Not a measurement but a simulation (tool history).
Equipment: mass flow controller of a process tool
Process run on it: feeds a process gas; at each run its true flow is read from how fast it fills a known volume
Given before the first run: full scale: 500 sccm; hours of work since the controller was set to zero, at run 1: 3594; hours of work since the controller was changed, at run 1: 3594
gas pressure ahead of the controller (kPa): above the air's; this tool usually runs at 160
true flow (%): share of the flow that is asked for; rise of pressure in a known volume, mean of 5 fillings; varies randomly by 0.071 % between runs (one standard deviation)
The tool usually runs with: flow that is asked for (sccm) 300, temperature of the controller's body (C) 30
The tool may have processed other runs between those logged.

| run | hour | flow that is asked for (sccm) | gas pressure ahead of the controller (kPa) | temperature of the controller's body (C) | hours of work since the controller was set to zero | hours of work since the controller was changed | true flow (%) |
|---|---|---|---|---|---|---|---|
| 1 | 0 | 300 | 160 | 30 | 3594 | 3594 | 101.51 |
| 2 | 93.8 | 300 | 224 | 30 | 3658 | 3658 | 101.81 |
| 3 | 156.6 | 300 | 224 | 30 | 3700 | 3700 | 101.85 |
| 4 | 218.5 | 300 | 224 | 30 | 3742 | 3742 | 101.8 |
| 5 | 309.6 | 300 | 224 | 28 | 3803 | 3803 | 101.77 |
| 6 | 412.4 | 300 | 160 | 30 | 3872 | 3872 | 101.69 |
| 7 | 500.1 | 300 | 262 | 30 | 3931 | 3931 | 101.98 |
| 8 | 598.3 | 300 | 149 | 30 | 3997 | 3997 | 101.68 |
| 9 | 730.6 | 300 | 149 | 30 | 4087 | 4087 | 101.72 |
| 10 | 856.7 | 300 | 149 | 30 | 4172 | 4172 | 101.84 |
| 11 | 914 | 300 | 160 | 24 | 4210 | 4210 | 101.5 |
| 12 | 1036.4 | 300 | 160 | 30 | 4293 | 4293 | 101.74 |
| 13 | 1102.7 | 300 | 160 | 30 | 4337 | 4337 | 101.84 |
|  | 1138 | controller's zero set anew |
| 14 | 1169.4 | 300 | 160 | 30 | 21 | 4382 | 101.08 |
| 15 | 1259.7 | 55 | 160 | 30 | 82 | 4443 | 100.74 |
| 16 | 1365.2 | 467 | 160 | 25 | 153 | 4514 | 101.15 |
| 17 | 1478.5 | 57 | 171 | 25 | 229 | 4590 | 100.92 |
| 18 | 1557.7 | 247 | 146 | 30 | 283 | 4643 | 101.03 |
| 19 | 1651.1 | 118 | 146 | 30 | 346 | 4706 | 100.96 |
| 20 | 1773.1 | 118 | 146 | 30 | 428 | 4789 | 101.06 |
| 21 | 1856.3 | 216 | 146 | 28 | 484 | 4845 | 101.16 |
| 22 | 1952 | 216 | 146 | 28 | 548 | 4909 | 101.01 |
| 23 | 2080 | 216 | 146 | 28 | 635 | 4995 | 101.08 |
| 24 | 2147.9 | 300 | 141 | 31 | 680 | 5041 | 101.39 |
| 25 | 2225 | 300 | 141 | 31 | 732 | 5093 | 101.29 |
| 26 | 2328.9 | 300 | 172 | 31 | 802 | 5163 | 101.51 |
| 27 | 2395.5 | 295 | 235 | 31 | 847 | 5208 | 101.68 |
| 28 | 2506.6 | 95 | 199 | 30 | 922 | 5283 | 101.52 |
| 29 | 2568.1 | 300 | 159 | 23 | 963 | 5324 | 101.22 |
| 30 | 2695.1 | 300 | 159 | 23 | 1049 | 5410 | 101.18 |

A few steps of true flow (%) between consecutive runs. Split each: what settings, incoming material and random variation would produce without the hidden state, and what is left over for the hidden state, along with gauge scatter present in only one of the two compared results (measured, and without hidden state):
What the log doesn't record here: flow at rest that the sensor doesn't see, % of full scale; true flow over the shown one, %; drift of the gauge itself on true_pct, %.
Run 10 -> 11: gas pressure ahead of the controller (kPa) 149 -> 160, temperature of the controller's body (C) 30 -> 24. true flow (%) -0.34: hidden state +0.03, all else -0.37.
Run 13 -> 14: controller's zero set anew. true flow (%) -0.76: hidden state -0.76, all else +0.
Run 15 -> 16: flow that is asked for (sccm) 55 -> 467, temperature of the controller's body (C) 30 -> 25. true flow (%) +0.41: hidden state -0.1, all else +0.51.
Run 27 -> 28: flow that is asked for (sccm) 295 -> 95, gas pressure ahead of the controller (kPa) 235 -> 199, temperature of the controller's body (C) 31 -> 30. true flow (%) -0.16: hidden state +0.42, all else -0.58.
Run 28 -> 29: flow that is asked for (sccm) 95 -> 300, gas pressure ahead of the controller (kPa) 199 -> 159, temperature of the controller's body (C) 30 -> 23. true flow (%) -0.3: hidden state -0.37, all else +0.07.
